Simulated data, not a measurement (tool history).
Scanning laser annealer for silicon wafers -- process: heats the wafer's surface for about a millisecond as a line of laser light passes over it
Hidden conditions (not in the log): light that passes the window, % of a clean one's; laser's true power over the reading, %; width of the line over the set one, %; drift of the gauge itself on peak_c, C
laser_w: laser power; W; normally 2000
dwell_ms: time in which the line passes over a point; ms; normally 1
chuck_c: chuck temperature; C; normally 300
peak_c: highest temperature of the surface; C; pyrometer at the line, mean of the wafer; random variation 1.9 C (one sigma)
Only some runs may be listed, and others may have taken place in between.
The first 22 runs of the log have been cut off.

run,hour,laser_w,dwell_ms,chuck_c,hours of work since the window was cleaned,hours of work since the power meter was calibrated,hours of work since the optics were aligned,peak_c
23,665.5,1706,0.81,310,730,1335,1404,954
24,684.9,1720,1.09,327,742,1347,1416,1063
25,713.5,1720,1.09,327,760,1365,1433,1062
26,731.4,1720,1.1,301,770,1375,1444,1035
27,753.8,2151,0.77,323,784,1389,1457,1094
28,785.7,2139,0.91,300,803,1408,1477,1129
29,813.5,2139,0.91,300,820,1425,1493,1130
# hour 846.6: window over the wafer cleaned
30,848.6,2067,1.03,281,1,1445,1514,1144

Expected results for the next run?
31,872.1,2185,0.71,307,15,1460,1528,?

{"run 31": {"peak_c": 1088}}
Had the tool carried no hidden state, the very same run would have given peak_c 1102 C.
